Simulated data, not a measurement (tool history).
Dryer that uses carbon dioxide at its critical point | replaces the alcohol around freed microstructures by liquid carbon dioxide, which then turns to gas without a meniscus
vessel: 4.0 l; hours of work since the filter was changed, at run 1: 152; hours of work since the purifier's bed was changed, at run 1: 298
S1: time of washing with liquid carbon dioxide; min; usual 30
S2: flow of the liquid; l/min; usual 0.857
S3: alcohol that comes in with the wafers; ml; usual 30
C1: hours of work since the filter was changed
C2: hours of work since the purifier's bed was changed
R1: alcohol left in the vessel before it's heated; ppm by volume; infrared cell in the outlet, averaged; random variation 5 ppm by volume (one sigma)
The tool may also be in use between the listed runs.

| run | hour | S1 | S2 | S3 | C1 | C2 | R1 |
|---|---|---|---|---|---|---|---|
| 1 | 0.0 | 30 | 0.857 | 30 | 152 | 298 | 164 |
| 2 | 12.7 | 40 | 0.857 | 30 | 158 | 304 | 129 |
| 3 | 35.1 | 30 | 0.857 | 24 | 168 | 314 | 159 |
| 4 | 61.9 | 30 | 0.857 | 92 | 181 | 327 | 260 |
| 5 | 76.0 | 30 | 0.857 | 30 | 187 | 334 | 173 |
| 6 | 96.4 | 30 | 0.857 | 30 | 197 | 343 | 188 |
| 7 | 112.8 | 30 | 0.857 | 30 | 204 | 351 | 176 |
| 8 | 126.5 | 30 | 0.857 | 30 | 211 | 357 | 192 |
| 9 | 152.1 | 30 | 0.857 | 55 | 223 | 369 | 245 |
| 10 | 176.2 | 30 | 0.857 | 55 | 234 | 380 | 240 |
| 11 | 196.5 | 30 | 0.857 | 55 | 244 | 390 | 255 |
| 12 | 220.6 | 30 | 0.857 | 55 | 255 | 401 | 253 |
| 13 | 242.3 | 21 | 0.857 | 30 | 265 | 411 | 406 |
| 14 | 255.7 | 30 | 0.684 | 30 | 271 | 417 | 315 |
| 15 | 280.0 | 30 | 0.684 | 30 | 283 | 429 | 331 |
| 16 | 291.4 | 30 | 0.936 | 30 | 288 | 434 | 204 |
| 17 | 303.8 | 30 | 0.936 | 30 | 294 | 440 | 198 |
| 18 | 326.0 | 30 | 0.936 | 30 | 304 | 450 | 211 |
| 19 | 349.0 | 30 | 0.936 | 30 | 315 | 461 | 206 |
| 20 | 375.1 | 30 | 0.936 | 30 | 327 | 473 | 232 |
| 21 | 392.2 | 30 | 0.936 | 30 | 335 | 481 | 223 |
| 22 | 417.7 | 27 | 1.410 | 30 | 347 | 493 | 196 |
| 23 | 433.1 | 30 | 0.639 | 30 | 354 | 500 | 418 |
| 24 | 451.7 | 47 | 0.917 | 26 | 363 | 509 | 198 |
| 25 | 476.5 | 47 | 0.917 | 26 | 374 | 520 | 201 |
| 26 | 488.5 | 25 | 0.841 | 28 | 380 | 526 | 337 |
| 27 | 513.5 | 19 | 0.530 | 33 | 391 | 538 | 1589 |
| 28 | 531.5 | 25 | 1.268 | 84 | 400 | 546 | 269 |
|  | 551.2 | inlet filter changed |
| 29 | 556.3 | 39 | 1.278 | 47 | 2 | 557 | 199 |
| 30 | 569.8 | 39 | 1.278 | 47 | 9 | 564 | 207 |
| 31 | 592.7 | 20 | 1.191 | 30 | 19 | 574 | 266 |
| 32 | 608.7 | 30 | 0.571 | 32 | 27 | 582 | 470 |

Forecast run 33:
| 33 | 633.6 | 30 | 1.092 | 94 | 38 | 593 | ? |

Run 33 gave R1 253 ppm by volume.
Without the tool's hidden state the same run would have given R1 25 ppm by volume.
